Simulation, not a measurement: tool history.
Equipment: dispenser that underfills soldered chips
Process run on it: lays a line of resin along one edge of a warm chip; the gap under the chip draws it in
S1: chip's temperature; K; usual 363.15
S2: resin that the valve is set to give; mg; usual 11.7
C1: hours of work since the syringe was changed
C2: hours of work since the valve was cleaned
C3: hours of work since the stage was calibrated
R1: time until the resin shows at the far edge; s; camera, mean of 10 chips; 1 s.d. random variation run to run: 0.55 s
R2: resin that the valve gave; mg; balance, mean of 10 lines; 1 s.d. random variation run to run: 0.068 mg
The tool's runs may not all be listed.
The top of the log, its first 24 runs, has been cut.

{"hour": 122.4, "done": "new syringe of resin"}
{"run": 25, "hour": 126.0, "S1": 361.15, "S2": 11.7, "C1": 2, "C2": 12, "C3": 232, "R1": 58, "R2": 11.69}
{"run": 26, "hour": 131.2, "S1": 375.15, "S2": 10.5, "C1": 5, "C2": 15, "C3": 235, "R1": 46.4, "R2": 10.45}
{"hour": 137.4, "done": "new syringe of resin"}
{"run": 27, "hour": 138.2, "S1": 375.15, "S2": 10.5, "C1": 1, "C2": 19, "C3": 240, "R1": 31.6, "R2": 10.38}
{"run": 28, "hour": 144.2, "S1": 356.15, "S2": 11.4, "C1": 4, "C2": 23, "C3": 243, "R1": 83, "R2": 11.13}
{"run": 29, "hour": 147.4, "S1": 356.15, "S2": 11.4, "C1": 6, "C2": 25, "C3": 245, "R1": 95.8, "R2": 11.12}
{"hour": 152.6, "done": "new syringe of resin"}
{"run": 30, "hour": 155.3, "S1": 356.15, "S2": 11.4, "C1": 2, "C2": 30, "C3": 250, "R1": 67.3, "R2": 11.08}
{"run": 31, "hour": 158.9, "S1": 378.15, "S2": 13.9, "C1": 4, "C2": 32, "C3": 252, "R1": 34.6, "R2": 13.55}
{"run": 32, "hour": 164.3, "S1": 354.15, "S2": 14.4, "C1": 7, "C2": 35, "C3": 256, "R1": 108.9, "R2": 13.9}
{"hour": 167.6, "done": "new syringe of resin"}
{"run": 33, "hour": 171.6, "S1": 354.15, "S2": 14.4, "C1": 2, "C2": 40, "C3": 260, "R1": 74, "R2": 13.98}
{"run": 34, "hour": 178.1, "S1": 354.15, "S2": 14.4, "C1": 7, "C2": 44, "C3": 264, "R1": 101.7, "R2": 13.85}
{"run": 35, "hour": 181.7, "S1": 354.15, "S2": 14.4, "C1": 9, "C2": 46, "C3": 266, "R1": 125.4, "R2": 13.85}
{"hour": 182.7, "done": "new syringe of resin"}
{"run": 36, "hour": 186.3, "S1": 354.15, "S2": 14.4, "C1": 2, "C2": 49, "C3": 269, "R1": 74.2, "R2": 13.77}

Each row is a separate what-if for the run after 36, all from the same tool condition, not one after another. Results?
{"run": "A", "hour": 192.9, "S1": 353.15, "S2": 10.5, "C1": 6, "C2": 53, "C3": 273, "R1": "?", "R2": "?"}
{"run": "B", "hour": 192.9, "S1": 376.15, "S2": 11.7, "C1": 6, "C2": 53, "C3": 273, "R1": "?", "R2": "?"}
{"run": "C", "hour": 192.9, "S1": 356.15, "S2": 11.7, "C1": 6, "C2": 53, "C3": 273, "R1": "?", "R2": "?"}
{"run": "D", "hour": 192.9, "S1": 368.15, "S2": 13.6, "C1": 6, "C2": 53, "C3": 273, "R1": "?", "R2": "?"}

run=A R1=110.9 R2=10.1
run=B R1=47.1 R2=11.14
run=C R1=94.7 R2=11.13
run=D R1=62.5 R2=13.01
Had the tool no hidden state, the same runs would have come out as:
run=A R1=68.2 R2=10.57
run=B R1=29 R2=11.66
run=C R1=58.4 R2=11.66
run=D R1=38.7 R2=13.62

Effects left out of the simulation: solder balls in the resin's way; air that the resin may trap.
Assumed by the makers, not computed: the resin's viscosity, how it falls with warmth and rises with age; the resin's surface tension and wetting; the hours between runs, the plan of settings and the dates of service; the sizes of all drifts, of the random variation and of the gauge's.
